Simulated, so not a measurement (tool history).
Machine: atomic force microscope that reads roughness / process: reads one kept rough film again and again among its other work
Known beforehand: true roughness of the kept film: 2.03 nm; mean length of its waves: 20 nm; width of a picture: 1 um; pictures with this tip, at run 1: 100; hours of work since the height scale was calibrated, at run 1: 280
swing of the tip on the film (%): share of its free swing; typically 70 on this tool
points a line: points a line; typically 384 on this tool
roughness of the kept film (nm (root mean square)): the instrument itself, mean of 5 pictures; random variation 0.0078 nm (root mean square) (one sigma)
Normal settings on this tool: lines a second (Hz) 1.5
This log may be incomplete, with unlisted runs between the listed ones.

run   hour  lines a second (Hz)  swing of the tip on the film (%)  points a line  pictures with this tip  hours of work since the height scale was calibrated  roughness of the kept film (nm (root mean square))
  1      0                  1.5                                70            384                     100                                                  280                                               1.552
  2   18.7                  1.5                                70            384                     129                                                  291                                               1.539
  3   46.3                  1.5                                74            384                     171                                                  307                                               1.477
  4   72.3                  1.5                                70            384                     210                                                  322                                               1.453
      85.6  -- new tip fitted
  5  104.2                  1.5                                70            384                      28                                                  340                                               1.646
  6  126.7                 1.66                                70            384                      62                                                  353                                               1.596
  7  148.9                 0.79                                70            384                      96                                                  366                                               1.637
  8  170.5                  1.5                                70            384                     129                                                  379                                               1.547
  9  187.3                  1.5                                70            384                     154                                                  389                                                1.53
 10  204.1                  1.5                                55            384                     180                                                  399                                               1.569
 11    234                  1.5                                55            384                     225                                                  416                                               1.536
     237.1  -- new tip fitted
 12  251.3                  1.5                                55            384                      22                                                  426                                               1.752
 13  270.1                  1.5                                70            384                      51                                                  437                                               1.625
 14  298.7                  1.5                                70            384                      94                                                  453                                               1.582
 15  313.3                  1.5                                70            384                     116                                                  462                                                1.55
 16  334.4                  1.5                                70            384                     148                                                  474                                               1.537
 17  352.2                 2.29                                70            384                     175                                                  485                                               1.457
 18  376.5                 2.29                                70            279                     212                                                  499                                               1.414
     387.3  -- new tip fitted
 19  401.3                  1.5                                70            384                      21                                                  513                                               1.653
 20  431.3                  1.5                                70            384                      67                                                  530                                               1.598
 21    459                  1.5                                70            384                     109                                                  546                                               1.563
 22  488.9                 0.82                                70            384                     155                                                  564                                               1.578
 23  509.2                 0.82                                70            384                     185                                                  576                                               1.558
 24  531.8                 0.82                                70            384                     220                                                  589                                               1.516
     538.2  -- new tip fitted
 25  552.2                  1.5                                68            384                      21                                                  600                                               1.653
 26  582.3                  1.5                                68            384                      67                                                  618                                               1.613
 27  614.1                 2.26                                69            280                     115                                                  637                                               1.492
 28    643                 2.04                                61            384                     159                                                  653                                               1.545
 29  666.9                 2.28                                63            384                     195                                                  667                                               1.483

Run 30 has not been measured yet. What should we expect?
       689  -- new tip fitted
 30  699.4                 0.94                                70            931                      16                                                  686                                                   ?

{"run 30": {"roughness of the kept film (nm (root mean square))": 1.722}}
Were there no unlogged condition in the tool, this run, its random variation unchanged, would have produced roughness of the kept film (nm (root mean square)) 1.761.
